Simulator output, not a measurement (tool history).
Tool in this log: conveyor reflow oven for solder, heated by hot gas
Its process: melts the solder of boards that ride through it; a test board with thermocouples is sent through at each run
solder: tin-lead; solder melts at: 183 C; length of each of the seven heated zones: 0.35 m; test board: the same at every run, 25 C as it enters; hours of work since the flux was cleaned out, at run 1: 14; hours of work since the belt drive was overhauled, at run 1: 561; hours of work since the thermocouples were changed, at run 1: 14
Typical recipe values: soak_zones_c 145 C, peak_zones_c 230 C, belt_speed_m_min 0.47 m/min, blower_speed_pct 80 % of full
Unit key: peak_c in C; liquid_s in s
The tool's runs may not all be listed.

run,day,soak_zones_c,peak_zones_c,belt_speed_m_min,blower_speed_pct,hours of work since the flux was cleaned out,hours of work since the belt drive was overhauled,hours of work since the thermocouples were changed,peak_c,liquid_s
1,0,145,230,0.47,80,14,561,14,218.9,73.9
2,1.938,145,230,0.47,80,34,581,34,219.4,74.7
3,4.117,145,230,0.47,80,57,604,57,218.9,73.9
4,7.521,131,230,0.47,80,92,640,92,217,65.7
5,9.479,131,230,0.47,80,113,660,113,216.9,65.7
6,11.638,131,230,0.47,80,135,683,135,216.7,64.4
7,14.646,145,230,0.47,80,166,714,166,218.9,73.9
8,17.679,145,230,0.47,80,198,746,198,218.4,73.4
9,19.783,145,230,0.47,80,220,767,220,218.5,72.8
10,23.917,145,230,0.47,80,263,811,263,219,74.2
11,26.021,145,230,0.474,80,285,832,285,218.1,72.1
# day 26.517: flux residue cleaned out of gas plates and filters
12,29.683,145,230,0.474,80,33,869,321,219.5,74.2
13,32.021,150,230,0.47,80,57,893,345,219.9,78.1
14,34.138,150,230,0.47,80,79,915,367,220.1,77.4
15,36.092,150,230,0.47,80,100,935,388,220.1,78.7
16,39.529,133,224,0.47,80,136,971,424,212.1,63.1
17,41.583,143,227,0.412,59,157,993,445,215.7,81
18,43.475,143,227,0.412,59,177,1012,465,216.5,81.6
19,45.204,138,234,0.552,80,195,1030,483,216.6,57.8
20,47.554,145,230,0.543,74,219,1055,507,214.5,59.4
21,51.358,145,230,0.543,74,259,1095,547,214.1,59
22,53.242,148,221,0.47,59,279,1114,567,208.2,65.5
# day 54.425: flux residue cleaned out of gas plates and filters
23,56.492,145,224,0.451,65,22,1146,598,213.9,74
24,59.975,145,224,0.451,65,58,1182,635,214,74.1
25,63.333,143,227,0.418,79,93,1217,670,219.7,84.4
26,67.317,136,230,0.418,79,134,1259,711,221.7,83.7
27,69.708,145,229,0.47,80,159,1284,736,219.2,74.8
28,72.15,145,245,0.47,80,185,1309,762,233.5,83.4

Each row is a separate what-if for the run after 28, all from the same tool condition, not one after another. Results?
A,74.983,145,230,0.528,80,214,1339,791,?,?
B,74.983,145,226,0.47,84,214,1339,791,?,?
C,74.983,138,242,0.47,80,214,1339,791,?,?
D,74.983,145,236,0.5,72,214,1339,791,?,?
E,74.983,147,230,0.47,80,214,1339,791,?,?

run,peak_c,liquid_s
A,216.9,64.4
B,216.9,73.1
C,229.7,79.7
D,221.8,72.4
E,220.1,76.5
Stripped of hidden state, with their random variation kept, the same runs would have yielded:
run,peak_c,liquid_s
A,215.8,61.3
B,215.7,69.6
C,228.5,76.2
D,220.6,69
E,218.9,72.9
